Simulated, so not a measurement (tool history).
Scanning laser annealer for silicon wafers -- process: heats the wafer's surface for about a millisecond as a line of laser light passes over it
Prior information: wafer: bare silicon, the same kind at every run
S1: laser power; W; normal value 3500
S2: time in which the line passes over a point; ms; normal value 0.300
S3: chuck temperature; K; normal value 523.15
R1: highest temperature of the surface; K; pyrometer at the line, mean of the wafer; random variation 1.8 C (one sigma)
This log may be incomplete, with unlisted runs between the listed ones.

{"run": 1, "hour": 0.0, "S1": 3500, "S2": 0.3, "S3": 523.15, "R1": 1287.15}
{"run": 2, "hour": 17.3, "S1": 3660, "S2": 0.3, "S3": 523.15, "R1": 1324.15}
{"run": 3, "hour": 43.7, "S1": 3660, "S2": 0.3, "S3": 523.15, "R1": 1329.15}
{"run": 4, "hour": 72.1, "S1": 3660, "S2": 0.3, "S3": 523.15, "R1": 1327.15}
{"run": 5, "hour": 97.0, "S1": 3660, "S2": 0.3, "S3": 523.15, "R1": 1325.15}
{"run": 6, "hour": 109.4, "S1": 3500, "S2": 0.3, "S3": 523.15, "R1": 1287.15}
{"run": 7, "hour": 128.1, "S1": 3500, "S2": 0.3, "S3": 523.15, "R1": 1285.15}
{"run": 8, "hour": 154.7, "S1": 3500, "S2": 0.3, "S3": 523.15, "R1": 1282.15}
{"hour": 162.0, "done": "optics aligned, line set to its width"}
{"run": 9, "hour": 186.3, "S1": 3233, "S2": 0.3, "S3": 523.15, "R1": 1209.15}
{"run": 10, "hour": 199.7, "S1": 3233, "S2": 0.37, "S3": 523.15, "R1": 1274.15}
{"run": 11, "hour": 220.3, "S1": 3233, "S2": 0.37, "S3": 489.15, "R1": 1238.15}
{"run": 12, "hour": 232.1, "S1": 3704, "S2": 0.321, "S3": 529.15, "R1": 1354.15}
{"run": 13, "hour": 244.0, "S1": 3704, "S2": 0.321, "S3": 529.15, "R1": 1353.15}
{"hour": 258.6, "done": "optics aligned, line set to its width, once more"}
{"run": 14, "hour": 265.7, "S1": 3527, "S2": 0.353, "S3": 485.15, "R1": 1320.15}
{"run": 15, "hour": 289.3, "S1": 3181, "S2": 0.316, "S3": 514.15, "R1": 1222.15}
{"run": 16, "hour": 304.7, "S1": 3160, "S2": 0.244, "S3": 496.15, "R1": 1124.15}
{"run": 17, "hour": 329.2, "S1": 3216, "S2": 0.226, "S3": 526.15, "R1": 1145.15}
{"run": 18, "hour": 343.1, "S1": 3340, "S2": 0.281, "S3": 523.15, "R1": 1231.15}
{"run": 19, "hour": 355.9, "S1": 3616, "S2": 0.299, "S3": 545.15, "R1": 1344.15}
{"run": 20, "hour": 369.3, "S1": 3500, "S2": 0.3, "S3": 509.15, "R1": 1281.15}

Consider 5 possible next runs. They are alternatives, not a sequence: every one starts from the tool as it was left by run 20. What does each give?
{"run": "A", "hour": 388.4, "S1": 3500, "S2": 0.359, "S3": 523.15, "R1": "?"}
{"run": "B", "hour": 388.4, "S1": 3591, "S2": 0.24, "S3": 556.15, "R1": "?"}
{"run": "C", "hour": 388.4, "S1": 3643, "S2": 0.247, "S3": 484.15, "R1": "?"}
{"run": "D", "hour": 388.4, "S1": 2994, "S2": 0.352, "S3": 490.15, "R1": "?"}
{"run": "E", "hour": 388.4, "S1": 3500, "S2": 0.3, "S3": 504.15, "R1": "?"}

run=A R1=1355.15
run=B R1=1278.15
run=C R1=1228.15
run=D R1=1177.15
run=E R1=1274.15
Without the tool's hidden state the same runs would have given:
run=A R1=1368.15
run=B R1=1290.15
run=C R1=1240.15
run=D R1=1188.15
run=E R1=1286.15
